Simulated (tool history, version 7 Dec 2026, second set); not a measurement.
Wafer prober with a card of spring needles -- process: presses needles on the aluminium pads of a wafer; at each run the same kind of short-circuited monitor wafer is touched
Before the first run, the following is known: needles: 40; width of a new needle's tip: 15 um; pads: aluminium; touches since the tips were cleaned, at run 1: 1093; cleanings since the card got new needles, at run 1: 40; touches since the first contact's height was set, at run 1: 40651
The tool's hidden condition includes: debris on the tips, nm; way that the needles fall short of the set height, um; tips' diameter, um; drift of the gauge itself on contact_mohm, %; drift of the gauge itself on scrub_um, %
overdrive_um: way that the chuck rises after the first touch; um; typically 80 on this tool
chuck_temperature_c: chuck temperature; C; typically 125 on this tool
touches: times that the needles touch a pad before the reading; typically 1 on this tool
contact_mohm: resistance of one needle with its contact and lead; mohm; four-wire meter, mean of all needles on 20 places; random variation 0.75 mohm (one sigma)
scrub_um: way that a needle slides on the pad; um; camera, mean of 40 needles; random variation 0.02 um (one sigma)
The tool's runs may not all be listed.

run   hour  overdrive_um  chuck_temperature_c  touches  touches since the tips were cleaned  cleanings since the card got new needles  touches since the first contact's height was set  contact_mohm  scrub_um
  1    0.0            80                  125        1                                 1093                                        40                                             40651         221.3     10.21
       2.9  -- tips cleaned on abrasive film
       7.2  -- tips cleaned on abrasive film
      11.9  -- tips cleaned on abrasive film
  2   11.9            80                  125        2                                    0                                        43                                             46979         217.8     10.15
      16.0  -- tips cleaned on abrasive film
  3   19.4            80                  125        2                                 1871                                        44                                             51043         221.8     10.16
      20.5  -- tips cleaned on abrasive film
      25.4  -- tips cleaned on abrasive film
  4   28.1            71                  125        2                                 1447                                        46                                             55653         225.4      8.97
      29.8  -- tips cleaned on abrasive film
      34.4  -- tips cleaned on abrasive film
      38.1  -- height of the first contact set anew
      39.2  -- tips cleaned on abrasive film
  5   39.5            80                  125        1                                  147                                        49                                               682         219.6     10.40
      43.7  -- tips cleaned on abrasive film
      48.7  -- tips cleaned on abrasive film
  6   51.9            80                  125        1                                 1742                                        51                                              7327         223.0     10.35
      52.9  -- tips cleaned on abrasive film
      57.2  -- tips cleaned on abrasive film
  7   60.4            80                  125        1                                 1747                                        53                                             11871         223.1     10.38
      62.0  -- tips cleaned on abrasive film
      66.6  -- tips cleaned on abrasive film
  8   67.4            80                  125        1                                  416                                        55                                             15571         218.5     10.30
      70.9  -- tips cleaned on abrasive film
      75.7  -- tips cleaned on abrasive film
  9   76.3            80                  125        1                                  321                                        57                                             20328         217.9     10.29
      80.5  -- tips cleaned on abrasive film
 10   82.2            80                  125        3                                  941                                        58                                             23491         220.8     10.27
      85.2  -- tips cleaned on abrasive film
      89.6  -- tips cleaned on abrasive film
 11   92.2            80                  125        3                                 1420                                        60                                             28851         219.3     10.26
      93.9  -- tips cleaned on abrasive film
      98.8  -- tips cleaned on abrasive film
 12  102.2            80                  125        3                                 1837                                        62                                             34195         222.3     10.24
     103.3  -- tips cleaned on abrasive film
     107.6  -- tips cleaned on abrasive film
     112.1  -- tips cleaned on abrasive film
 13  113.0            80                  125        3                                  492                                        65                                             39928         219.7     10.21
     116.6  -- tips cleaned on abrasive film
     121.2  -- tips cleaned on abrasive film
 14  124.7            80                  125        3                                 1915                                        67                                             46227         221.1     10.17
     125.8  -- tips cleaned on abrasive film
     130.1  -- tips cleaned on abrasive film
     134.8  -- tips cleaned on abrasive film
 15  137.7            80                   41        3                                 1549                                        70                                             53122         202.5     10.12
     139.3  -- tips cleaned on abrasive film
     144.1  -- tips cleaned on abrasive film
     148.6  -- tips cleaned on abrasive film
 16  150.0            75                   41        3                                  783                                        73                                             59685         202.2      9.43
     152.1  -- height of the first contact set anew
     153.7  -- tips cleaned on abrasive film
     158.4  -- tips cleaned on abrasive film
 17  160.8            77                   88        3                                 1287                                        75                                              4641         212.0     10.03
     162.8  -- tips cleaned on abrasive film
     167.2  -- tips cleaned on abrasive film
 18  170.6            76                   48        1                                 1858                                        77                                              9893         209.8      9.83
     171.5  -- tips cleaned on abrasive film
     175.7  -- tips cleaned on abrasive film
     180.0  -- tips cleaned on abrasive film
 19  183.0            70                   78        3                                 1679                                        80                                             16512         213.1      9.03
     184.1  -- tips cleaned on abrasive film
     188.5  -- tips cleaned on abrasive film
     192.7  -- tips cleaned on abrasive film
 20  192.7            86                   28        3                                    0                                        83                                             21615         196.3     11.12
     197.0  -- tips cleaned on abrasive film
     201.1  -- tips cleaned on abrasive film
 21  201.1            87                   72        3                                    0                                        85                                             26093         208.0     11.18
     205.2  -- tips cleaned on abrasive film
     210.2  -- tips cleaned on abrasive film
 22  211.3            80                   38        2                                  623                                        87                                             31567         202.4     10.23
     215.1  -- tips cleaned on abrasive film
     219.7  -- tips cleaned on abrasive film
     224.0  -- tips cleaned on abrasive film
 23  224.0            80                  122        1                                   18                                        90                                             38317         218.7     10.21
     228.1  -- tips cleaned on abrasive film
     232.5  -- tips cleaned on abrasive film
 24  233.6            60                  100        1                                  583                                        92                                             43440         223.2      7.57
     236.6  -- tips cleaned on abrasive film
     240.7  -- tips cleaned on abrasive film
 25  240.7            87                   28        3                                    0                                        94                                             47201         197.2     11.07
     245.2  -- tips cleaned on abrasive film
 26  246.6            80                   83        1                                  790                                        95                                             50399         213.7     10.12
     249.3  -- tips cleaned on abrasive film
     254.0  -- tips cleaned on abrasive film
 27  257.4            74                   83        3                                 1837                                        97                                             56161         213.2      9.37
     258.5  -- tips cleaned on abrasive film
     262.8  -- tips cleaned on abrasive film
     266.3  -- height of the first contact set anew
     268.0  -- tips cleaned on abrasive film
 28  269.9            74                   83        3                                 1038                                       100                                              1932         212.5      9.60
     272.6  -- tips cleaned on abrasive film
     276.9  -- tips cleaned on abrasive film
     281.6  -- tips cleaned on abrasive film
 29  282.1            92                  125        3                                  256                                       103                                              8398         218.5     11.93

A few steps of contact_mohm between consecutive runs. Split each: what settings, incoming material and random variation would produce without the hidden state, and what is left over for the hidden state, along with gauge scatter present in only one of the two compared results (measured, and without hidden state):
Run 14 -> 15: chuck_temperature_c 125 -> 41, tips cleaned on abrasive film, tips cleaned on abrasive film, tips cleaned on abrasive film. contact_mohm -18.6 mohm: hidden state +0.6, all else -19.2.
Run 23 -> 24: overdrive_um 80 -> 60, chuck_temperature_c 122 -> 100, tips cleaned on abrasive film, tips cleaned on abrasive film. contact_mohm +4.5 mohm: hidden state +6.7, all else -2.2.
Run 24 -> 25: overdrive_um 60 -> 87, chuck_temperature_c 100 -> 28, touches 1 -> 3, tips cleaned on abrasive film, tips cleaned on abrasive film. contact_mohm -26.0 mohm: hidden state -7.1, all else -18.9.
